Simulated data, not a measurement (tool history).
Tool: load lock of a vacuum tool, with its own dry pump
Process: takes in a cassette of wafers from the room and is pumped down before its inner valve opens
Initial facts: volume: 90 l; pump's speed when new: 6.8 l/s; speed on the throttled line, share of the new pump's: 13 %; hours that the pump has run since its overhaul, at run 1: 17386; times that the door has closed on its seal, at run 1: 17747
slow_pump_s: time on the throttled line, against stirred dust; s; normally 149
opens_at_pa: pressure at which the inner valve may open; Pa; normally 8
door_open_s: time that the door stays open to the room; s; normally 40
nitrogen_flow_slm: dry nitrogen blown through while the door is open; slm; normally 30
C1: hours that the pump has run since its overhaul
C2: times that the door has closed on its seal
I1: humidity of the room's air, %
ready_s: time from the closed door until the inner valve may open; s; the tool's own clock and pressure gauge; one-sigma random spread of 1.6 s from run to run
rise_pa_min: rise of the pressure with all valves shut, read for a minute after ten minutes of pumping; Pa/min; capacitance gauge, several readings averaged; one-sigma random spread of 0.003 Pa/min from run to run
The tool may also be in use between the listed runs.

Run 1, hour 0.0: usual settings; C1 17386; C2 17747; I1 43.3. Result: ready_s 256.4 s, rise_pa_min 0.019 Pa/min.
Run 2, hour 239.8: usual settings but nitrogen_flow_slm 11 slm; C1 17626; C2 18682; I1 44.8. Result: ready_s 256.1 s, rise_pa_min 0.026 Pa/min.
Run 3, hour 519.7: usual settings but nitrogen_flow_slm 11 slm; C1 17905; C2 19773; I1 44.5. Result: ready_s 256.0 s, rise_pa_min 0.028 Pa/min.
Run 4, hour 904.3: usual settings; C1 18290; C2 21273; I1 43.0. Result: ready_s 256.1 s, rise_pa_min 0.023 Pa/min.
Run 5, hour 1318.7: usual settings; C1 18704; C2 22888; I1 44.9. Result: ready_s 254.6 s, rise_pa_min 0.022 Pa/min.
At hour 1719.2: dry pump taken out, an overhauled one fitted.
Run 6, hour 1737.1: usual settings; C1 18; C2 24496; I1 46.1. Result: ready_s 256.1 s, rise_pa_min 0.022 Pa/min.
Run 7, hour 1925.5: usual settings; C1 206; C2 25230; I1 43.6. Result: ready_s 253.1 s, rise_pa_min 0.018 Pa/min.
Run 8, hour 2228.9: usual settings; C1 510; C2 26413; I1 43.4. Result: ready_s 256.1 s, rise_pa_min 0.017 Pa/min.
Run 9, hour 2500.7: usual settings; C1 781; C2 27472; I1 43.5. Result: ready_s 253.2 s, rise_pa_min 0.017 Pa/min.
Run 10, hour 2695.5: usual settings but slow_pump_s 118 s; C1 976; C2 28232; I1 47.4. Result: ready_s 228.7 s, rise_pa_min 0.026 Pa/min.
Run 11, hour 2948.1: usual settings but slow_pump_s 118 s, nitrogen_flow_slm 37 slm; C1 1229; C2 29217; I1 47.3. Result: ready_s 227.8 s, rise_pa_min 0.019 Pa/min.
Run 12, hour 3164.0: usual settings but slow_pump_s 118 s, nitrogen_flow_slm 34 slm; C1 1445; C2 30058; I1 44.1. Result: ready_s 228.9 s, rise_pa_min 0.019 Pa/min.
Run 13, hour 3508.9: usual settings; C1 1790; C2 31403; I1 42.0. Result: ready_s 257.5 s, rise_pa_min 0.017 Pa/min.
Run 14, hour 3750.1: usual settings but opens_at_pa 13 Pa; C1 2031; C2 32343; I1 44.6. Result: ready_s 249.2 s, rise_pa_min 0.017 Pa/min.
Run 15, hour 3958.5: usual settings but opens_at_pa 13 Pa; C1 2239; C2 33155; I1 46.9. Result: ready_s 250.4 s, rise_pa_min 0.021 Pa/min.
At hour 4180.2: door's seal changed, seat wiped.
Run 16, hour 4195.3: usual settings but opens_at_pa 7 Pa; C1 2475; C2 59; I1 46.4. Result: ready_s 256.7 s, rise_pa_min 0.021 Pa/min.
Run 17, hour 4378.8: usual settings but door_open_s 116 s; C1 2658; C2 774; I1 43.6. Result: ready_s 251.6 s, rise_pa_min 0.030 Pa/min.
Run 18, hour 4815.0: usual settings but door_open_s 116 s; C1 3094; C2 2474; I1 45.3. Result: ready_s 255.8 s, rise_pa_min 0.025 Pa/min.
Run 19, hour 5031.3: usual settings but door_open_s 220 s; C1 3311; C2 3318; I1 44.2. Result: ready_s 254.1 s, rise_pa_min 0.031 Pa/min.
Run 20, hour 5405.1: usual settings but slow_pump_s 94 s, opens_at_pa 15 Pa, door_open_s 147 s, nitrogen_flow_slm 7 slm; C1 3684; C2 4775; I1 45.9. Result: ready_s 196.7 s, rise_pa_min 0.047 Pa/min.
Run 21, hour 5811.9: usual settings but slow_pump_s 169 s, door_open_s 178 s, nitrogen_flow_slm 8 slm; C1 4091; C2 6360; I1 43.3. Result: ready_s 272.9 s, rise_pa_min 0.042 Pa/min.
Run 22, hour 6160.4: usual settings but slow_pump_s 169 s, opens_at_pa 10 Pa, door_open_s 178 s, nitrogen_flow_slm 8 slm; C1 4440; C2 7719; I1 43.4. Result: ready_s 270.2 s, rise_pa_min 0.041 Pa/min.
Run 23, hour 6555.4: usual settings but slow_pump_s 169 s, opens_at_pa 10 Pa, door_open_s 178 s, nitrogen_flow_slm 8 slm; C1 4835; C2 9259; I1 45.6. Result: ready_s 271.3 s, rise_pa_min 0.050 Pa/min.
Run 24, hour 6762.5: usual settings but slow_pump_s 169 s, opens_at_pa 10 Pa, door_open_s 178 s, nitrogen_flow_slm 35 slm; C1 5042; C2 10066; I1 45.7. Result: ready_s 269.4 s, rise_pa_min 0.029 Pa/min.

Predict the results of run 25:
Run 25, hour 7125.3: usual settings but opens_at_pa 15 Pa, door_open_s 222 s; C1 5405; C2 11481; I1 46.3. Result: ready_s ?, rise_pa_min ?.

ready_s: 246.3 s
rise_pa_min: 0.031 Pa/min
If the tool had no hidden condition, the same run with the same run-to-run variation would have returned ready_s 246.3 s, rise_pa_min 0.031 Pa/min.

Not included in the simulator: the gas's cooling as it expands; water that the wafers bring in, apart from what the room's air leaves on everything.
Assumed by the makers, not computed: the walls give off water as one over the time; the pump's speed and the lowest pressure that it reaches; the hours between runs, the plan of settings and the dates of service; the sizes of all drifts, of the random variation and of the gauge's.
